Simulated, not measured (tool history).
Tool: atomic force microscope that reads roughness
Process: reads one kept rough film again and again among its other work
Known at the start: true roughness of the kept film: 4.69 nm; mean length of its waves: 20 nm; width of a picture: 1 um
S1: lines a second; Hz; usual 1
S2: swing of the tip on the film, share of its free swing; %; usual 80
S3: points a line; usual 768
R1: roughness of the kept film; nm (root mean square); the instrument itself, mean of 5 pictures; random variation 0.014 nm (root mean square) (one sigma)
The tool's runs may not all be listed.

{"run": 1, "hour": 0.0, "S1": 1, "S2": 80, "S3": 768, "R1": 2.325}
{"hour": 6.5, "done": "new tip fitted"}
{"run": 2, "hour": 25.0, "S1": 1, "S2": 80, "S3": 768, "R1": 3.18}
{"run": 3, "hour": 45.8, "S1": 1, "S2": 80, "S3": 768, "R1": 2.993}
{"run": 4, "hour": 71.2, "S1": 1, "S2": 80, "S3": 768, "R1": 2.796}
{"run": 5, "hour": 90.5, "S1": 1, "S2": 80, "S3": 768, "R1": 2.663}
{"run": 6, "hour": 114.1, "S1": 0.74, "S2": 80, "S3": 768, "R1": 2.536}
{"hour": 117.2, "done": "height scale calibrated on a step standard"}
{"run": 7, "hour": 129.0, "S1": 0.74, "S2": 80, "S3": 768, "R1": 2.478}
{"run": 8, "hour": 153.2, "S1": 1, "S2": 80, "S3": 768, "R1": 2.305}
{"hour": 157.2, "done": "new tip fitted"}
{"run": 9, "hour": 167.0, "S1": 1, "S2": 80, "S3": 784, "R1": 3.308}
{"run": 10, "hour": 189.9, "S1": 1, "S2": 80, "S3": 261, "R1": 2.997}
{"run": 11, "hour": 211.0, "S1": 0.78, "S2": 57, "S3": 451, "R1": 2.99}
{"run": 12, "hour": 228.8, "S1": 1, "S2": 65, "S3": 768, "R1": 2.842}
{"run": 13, "hour": 243.1, "S1": 1, "S2": 62, "S3": 768, "R1": 2.73}
{"hour": 257.1, "done": "height scale calibrated on a step standard, once more"}
{"run": 14, "hour": 259.5, "S1": 0.92, "S2": 56, "S3": 847, "R1": 2.636}
{"run": 15, "hour": 277.9, "S1": 0.92, "S2": 56, "S3": 847, "R1": 2.545}
{"run": 16, "hour": 293.5, "S1": 2.73, "S2": 65, "S3": 461, "R1": 2.359}
{"hour": 308.0, "done": "new tip fitted"}
{"run": 17, "hour": 317.0, "S1": 2.73, "S2": 85, "S3": 461, "R1": 3.012}

The same runs without the tool's hidden state, with the same run-to-run variation:
The hidden state here: radius of the tip, nm; height scale over the true one, %; drift of the gauge itself on roughness_nm, %.
run=1 R1=3.402
run=2 R1=3.41
run=3 R1=3.407
run=4 R1=3.414
run=5 R1=3.409
run=6 R1=3.429
run=7 R1=3.47
run=8 R1=3.414
run=9 R1=3.427
run=10 R1=3.327
run=11 R1=3.496
run=12 R1=3.486
run=13 R1=3.484
run=14 R1=3.507
run=15 R1=3.512
run=16 R1=3.373
run=17 R1=3.135
